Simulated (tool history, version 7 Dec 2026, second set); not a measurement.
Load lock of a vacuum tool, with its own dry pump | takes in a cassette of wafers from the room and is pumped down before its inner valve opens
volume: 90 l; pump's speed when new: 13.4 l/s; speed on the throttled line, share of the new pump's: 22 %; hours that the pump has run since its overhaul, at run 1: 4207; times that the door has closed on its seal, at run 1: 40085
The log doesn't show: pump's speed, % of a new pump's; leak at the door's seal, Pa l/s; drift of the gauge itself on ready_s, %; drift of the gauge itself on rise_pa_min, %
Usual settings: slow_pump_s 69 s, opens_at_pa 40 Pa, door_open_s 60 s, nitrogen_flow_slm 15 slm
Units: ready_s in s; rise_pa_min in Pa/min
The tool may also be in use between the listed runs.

| run | hour | slow_pump_s | opens_at_pa | door_open_s | nitrogen_flow_slm | hours that the pump has run since its overhaul | times that the door has closed on its seal | incoming humidity of the room's air, % | ready_s | rise_pa_min |
|---|---|---|---|---|---|---|---|---|---|---|
| 1 | 0 | 69 | 40 | 60 | 15 | 4207 | 40085 | 49 | 108.4 | 0.479 |
| 2 | 300.6 | 69 | 40 | 60 | 15 | 4508 | 41086 | 46.2 | 108.7 | 0.515 |
| 3 | 482.1 | 69 | 40 | 60 | 15 | 4690 | 41690 | 43.7 | 108.9 | 0.514 |
| 4 | 736.4 | 81 | 40 | 60 | 15 | 4944 | 42537 | 45.9 | 118.6 | 0.53 |
| 5 | 990.3 | 81 | 40 | 60 | 15 | 5198 | 43382 | 45.7 | 117 | 0.537 |
| 6 | 1143.1 | 69 | 58 | 60 | 15 | 5351 | 43891 | 46.9 | 106.1 | 0.552 |
| 7 | 1308.8 | 69 | 40 | 60 | 15 | 5516 | 44443 | 45.8 | 109 | 0.559 |
| 8 | 1571.3 | 69 | 40 | 60 | 15 | 5779 | 45317 | 45.4 | 109.1 | 0.571 |
| 9 | 1708.3 | 69 | 48 | 60 | 15 | 5916 | 45773 | 46.8 | 108.8 | 0.583 |
| 10 | 1874.7 | 69 | 40 | 60 | 15 | 6082 | 46327 | 46.2 | 109.6 | 0.601 |
| 11 | 2066.2 | 69 | 40 | 60 | 15 | 6274 | 46965 | 46.6 | 109.1 | 0.617 |
| 12 | 2284.9 | 69 | 40 | 60 | 15 | 6492 | 47693 | 46.8 | 109.7 | 0.623 |
| 13 | 2504.5 | 69 | 40 | 60 | 15 | 6712 | 48424 | 45.2 | 109.2 | 0.644 |
| 14 | 2713.6 | 70 | 40 | 60 | 15 | 6921 | 49121 | 43.3 | 109.7 | 0.643 |
| 15 | 2957.7 | 70 | 40 | 105 | 15 | 7165 | 49934 | 45.2 | 111 | 0.688 |
| 16 | 3251.9 | 70 | 40 | 105 | 15 | 7459 | 50913 | 46.5 | 111.3 | 0.72 |
| 17 | 3492 | 69 | 40 | 75 | 15 | 7699 | 51713 | 42.7 | 109.3 | 0.706 |
|  | 3647.6 | door's seal changed, seat wiped |
| 18 | 3770.1 | 69 | 40 | 75 | 15 | 7976 | 408 | 44.7 | 110.2 | 0.056 |
| 19 | 4006.3 | 69 | 40 | 60 | 14 | 8212 | 1195 | 41.9 | 111 | 0.045 |
| 20 | 4201.9 | 69 | 40 | 60 | 14 | 8408 | 1846 | 42.9 | 110.5 | 0.047 |
| 21 | 4386.4 | 35 | 33 | 37 | 30 | 8592 | 2460 | 47.3 | 86.8 | 0.035 |
| 22 | 4577 | 72 | 45 | 60 | 15 | 8783 | 3095 | 45.1 | 112.9 | 0.054 |
| 23 | 4830.4 | 110 | 33 | 60 | 15 | 9036 | 3939 | 46.4 | 144.8 | 0.061 |
| 24 | 5128.1 | 41 | 33 | 205 | 15 | 9334 | 4930 | 46 | 91.7 | 0.121 |
| 25 | 5306.3 | 41 | 33 | 240 | 15 | 9512 | 5524 | 47.3 | 91.7 | 0.133 |
| 26 | 5563.4 | 41 | 33 | 240 | 15 | 9769 | 6380 | 44.8 | 92.3 | 0.135 |
| 27 | 5852 | 41 | 33 | 240 | 15 | 10058 | 7341 | 41.9 | 92.2 | 0.131 |
| 28 | 6069.4 | 42 | 60 | 109 | 15 | 10275 | 8065 | 43.4 | 88.4 | 0.099 |
| 29 | 6361.9 | 83 | 48 | 73 | 16 | 10568 | 9039 | 42 | 120.3 | 0.096 |
| 30 | 6576.1 | 69 | 64 | 118 | 15 | 10782 | 9752 | 42.8 | 108 | 0.118 |
| 31 | 6735.1 | 69 | 67 | 45 | 6 | 10941 | 10281 | 49.9 | 108.6 | 0.104 |
| 32 | 6965.9 | 69 | 46 | 45 | 15 | 11172 | 11050 | 48.8 | 111.3 | 0.102 |
| 33 | 7116.5 | 69 | 46 | 45 | 15 | 11322 | 11552 | 43.4 | 111.6 | 0.102 |
| 34 | 7288.2 | 81 | 46 | 45 | 15 | 11494 | 12123 | 42.6 | 120.7 | 0.099 |
| 35 | 7419.9 | 81 | 46 | 45 | 15 | 11626 | 12562 | 44.1 | 119.5 | 0.109 |
| 36 | 7687.5 | 69 | 32 | 230 | 27 | 11893 | 13453 | 46.3 | 114.4 | 0.168 |
| 37 | 7891.1 | 69 | 32 | 230 | 27 | 12097 | 14131 | 44.9 | 115.1 | 0.166 |

4 ways to go on from here, each from the tool as it stands after run 37. What would each give?
| A | 8020.3 | 69 | 32 | 200 | 27 | 12226 | 14561 | 44.3 | ? | ? |
| B | 8020.3 | 65 | 32 | 101 | 22 | 12226 | 14561 | 43.9 | ? | ? |
| C | 8020.3 | 69 | 34 | 81 | 26 | 12226 | 14561 | 43.2 | ? | ? |
| D | 8020.3 | 62 | 36 | 60 | 23 | 12226 | 14561 | 42.2 | ? | ? |

| run | ready_s | rise_pa_min |
|---|---|---|
| A | 112.6 | 0.166 |
| B | 112.1 | 0.144 |
| C | 113.5 | 0.139 |
| D | 107.9 | 0.125 |
Without the tool's hidden state the same runs would have given:
| run | ready_s | rise_pa_min |
|---|---|---|
| A | 106.7 | 0.071 |
| B | 105.9 | 0.05 |
| C | 107.7 | 0.045 |
| D | 101.8 | 0.031 |
